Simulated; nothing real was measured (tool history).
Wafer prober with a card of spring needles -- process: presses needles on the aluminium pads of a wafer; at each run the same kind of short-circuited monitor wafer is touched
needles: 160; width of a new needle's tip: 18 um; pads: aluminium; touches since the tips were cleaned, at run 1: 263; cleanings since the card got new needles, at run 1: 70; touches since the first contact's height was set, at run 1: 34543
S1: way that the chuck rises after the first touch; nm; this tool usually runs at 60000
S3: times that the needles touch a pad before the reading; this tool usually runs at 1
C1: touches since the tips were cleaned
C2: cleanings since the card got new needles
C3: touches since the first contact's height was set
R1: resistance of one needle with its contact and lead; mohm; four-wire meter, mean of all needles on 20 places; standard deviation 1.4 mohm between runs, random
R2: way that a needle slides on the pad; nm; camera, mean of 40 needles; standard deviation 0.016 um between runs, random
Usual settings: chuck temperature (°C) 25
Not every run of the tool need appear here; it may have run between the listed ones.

Run 1, day 0: usual settings; C1 263; C2 70; C3 34543. Result: R1 130 mohm, R2 7700 nm.
At day 0.604: tips cleaned on abrasive film.
At day 1.262: tips cleaned on abrasive film.
At day 1.95: tips cleaned on abrasive film.
Run 2, day 2.267: usual settings; C1 3299; C2 73; C3 58025. Result: R1 130 mohm, R2 7710 nm.
At day 2.571: tips cleaned on abrasive film.
At day 2.996: height of the first contact set anew.
At day 3.3: tips cleaned on abrasive film.
At day 3.992: tips cleaned on abrasive film.
Run 3, day 4.542: usual settings but S3 3; C1 5722; C2 76; C3 16027. Result: R1 133 mohm, R2 7680 nm.
At day 4.696: tips cleaned on abrasive film.
At day 5.45: tips cleaned on abrasive film.
At day 6.2: tips cleaned on abrasive film.
Run 4, day 6.321: usual settings but S3 3; C1 1227; C2 79; C3 34394. Result: R1 131 mohm, R2 7680 nm.
At day 6.892: tips cleaned on abrasive film.
At day 7.592: tips cleaned on abrasive film.
Run 5, day 7.867: usual settings but S3 3; C1 2854; C2 81; C3 50426. Result: R1 128 mohm, R2 7680 nm.
At day 8.321: tips cleaned on abrasive film.
At day 9.025: tips cleaned on abrasive film.
At day 9.333: height of the first contact set anew.
Run 6, day 9.354: usual settings but S3 3; C1 3290; C2 83; C3 199. Result: R1 127 mohm, R2 7680 nm.
At day 9.646: tips cleaned on abrasive film.
At day 10.379: tips cleaned on abrasive film.
At day 10.983: tips cleaned on abrasive film.
Run 7, day 11.271: usual settings but S3 2; C1 3016; C2 86; C3 20034. Result: R1 132 mohm, R2 7700 nm.
At day 11.712: tips cleaned on abrasive film.
At day 12.462: tips cleaned on abrasive film.
At day 13.175: tips cleaned on abrasive film.
Run 8, day 13.425: usual settings but S3 2; C1 2602; C2 89; C3 42333. Result: R1 131 mohm, R2 7670 nm.
At day 13.838: tips cleaned on abrasive film.
At day 14.442: tips cleaned on abrasive film.
At day 15.046: tips cleaned on abrasive film.
Run 9, day 15.204: usual settings but S3 2; C1 1682; C2 92; C3 60741. Result: R1 132 mohm, R2 7690 nm.
At day 15.646: height of the first contact set anew.
At day 15.8: tips cleaned on abrasive film.
At day 16.55: tips cleaned on abrasive film.
Run 10, day 16.675: usual settings but S1 65000 nm; C1 1306; C2 94; C3 10656. Result: R1 130 mohm, R2 8340 nm.
At day 17.258: tips cleaned on abrasive film.
At day 17.862: tips cleaned on abrasive film.
Run 11, day 18.417: usual settings but S1 65000 nm; C1 5786; C2 96; C3 28702. Result: R1 131 mohm, R2 8320 nm.
At day 18.533: tips cleaned on abrasive film.
At day 19.225: tips cleaned on abrasive film.
At day 19.858: tips cleaned on abrasive film.
Run 12, day 19.858: usual settings but S1 65000 nm; C1 0; C2 99; C3 43565. Result: R1 130 mohm, R2 8330 nm.
At day 20.558: tips cleaned on abrasive film.
At day 21.275: tips cleaned on abrasive film.
At day 21.929: tips cleaned on abrasive film.
At day 21.942: height of the first contact set anew.
Run 13, day 22.112: usual settings; C1 1767; C2 102; C3 1767. Result: R1 133 mohm, R2 7710 nm.
At day 22.671: tips cleaned on abrasive film.
At day 23.362: tips cleaned on abrasive film.
Run 14, day 23.404: usual settings but S3 2; C1 417; C2 104; C3 15127. Result: R1 132 mohm, R2 7690 nm.
At day 24.004: tips cleaned on abrasive film.
At day 24.658: tips cleaned on abrasive film.
At day 25.258: tips cleaned on abrasive film.
Run 15, day 25.612: usual settings but S1 65000 nm, chuck temperature (°C) 35, S3 2; C1 3662; C2 107; C3 37998. Result: R1 131 mohm, R2 8340 nm.
At day 26.012: tips cleaned on abrasive film.
At day 26.721: tips cleaned on abrasive film.
At day 27.45: tips cleaned on abrasive film.
Run 16, day 27.908: usual settings but S1 65000 nm, chuck temperature (°C) 35, S3 2; C1 4751; C2 110; C3 61768. Result: R1 130 mohm, R2 8330 nm.
At day 28.058: tips cleaned on abrasive film.
At day 28.221: height of the first contact set anew.
At day 28.788: tips cleaned on abrasive film.
At day 29.521: tips cleaned on abrasive film.
Run 17, day 29.979: usual settings but S1 79000 nm, chuck temperature (°C) 49; C1 4752; C2 113; C3 18202. Result: R1 132 mohm, R2 10140 nm.
At day 30.133: tips cleaned on abrasive film.
At day 30.858: tips cleaned on abrasive film.
At day 31.462: tips cleaned on abrasive film.
At day 32.175: tips cleaned on abrasive film.
Run 18, day 32.462: usual settings but chuck temperature (°C) 45; C1 3000; C2 117; C3 43888. Result: R1 134 mohm, R2 7680 nm.
At day 32.917: tips cleaned on abrasive film.
At day 33.517: tips cleaned on abrasive film.
At day 34.2: tips cleaned on abrasive film.
At day 34.496: height of the first contact set anew.
Run 19, day 34.508: usual settings but chuck temperature (°C) 47; C1 3080; C2 120; C3 125. Result: R1 133 mohm, R2 7690 nm.
At day 34.958: tips cleaned on abrasive film.
At day 35.633: tips cleaned on abrasive film.
Run 20, day 36.225: usual settings but S1 43000 nm, chuck temperature (°C) 32; C1 6174; C2 122; C3 17919. Result: R1 137 mohm, R2 5520 nm.
At day 36.354: tips cleaned on abrasive film.
At day 37.104: tips cleaned on abrasive film.
At day 37.788: tips cleaned on abrasive film.
Run 21, day 37.875: usual settings but chuck temperature (°C) 113, S3 3; C1 919; C2 125; C3 34988. Result: R1 146 mohm, R2 7680 nm.
At day 38.479: tips cleaned on abrasive film.
At day 39.196: tips cleaned on abrasive film.
Run 22, day 39.233: usual settings but chuck temperature (°C) 34, S3 3; C1 362; C2 127; C3 49012. Result: R1 131 mohm, R2 7670 nm.
At day 39.892: tips cleaned on abrasive film.
At day 40.492: tips cleaned on abrasive film.
Run 23, day 40.6: usual settings but S1 54000 nm, chuck temperature (°C) 37, S3 3; C1 1089; C2 129; C3 63156. Result: R1 135 mohm, R2 6920 nm.
At day 40.888: height of the first contact set anew.
At day 41.192: tips cleaned on abrasive film.
At day 41.929: tips cleaned on abrasive film.
Run 24, day 42.217: usual settings but S1 54000 nm, chuck temperature (°C) 37, S3 3; C1 3009; C2 131; C3 13783. Result: R1 133 mohm, R2 6950 nm.
At day 42.671: tips cleaned on abrasive film.
At day 43.379: tips cleaned on abrasive film.
At day 44.083: tips cleaned on abrasive film.
Run 25, day 44.375: usual settings but S1 54000 nm, chuck temperature (°C) 37, S3 3; C1 3047; C2 134; C3 36128. Result: R1 132 mohm, R2 6930 nm.

Run 26 is up next; what results do you expect?
At day 44.829: tips cleaned on abrasive film.
At day 45.554: tips cleaned on abrasive film.
At day 46.158: tips cleaned on abrasive film.
Run 26, day 46.396: usual settings but S1 54000 nm, chuck temperature (°C) 37, S3 3; C1 2509; C2 137; C3 57042. Result: R1 ?, R2 ?.

R1: 134 mohm
R2: 6940 nm
Take away the tool's hidden state, keep the run-to-run variation as it was, and the same run would have given R1 134 mohm, R2 6940 nm.

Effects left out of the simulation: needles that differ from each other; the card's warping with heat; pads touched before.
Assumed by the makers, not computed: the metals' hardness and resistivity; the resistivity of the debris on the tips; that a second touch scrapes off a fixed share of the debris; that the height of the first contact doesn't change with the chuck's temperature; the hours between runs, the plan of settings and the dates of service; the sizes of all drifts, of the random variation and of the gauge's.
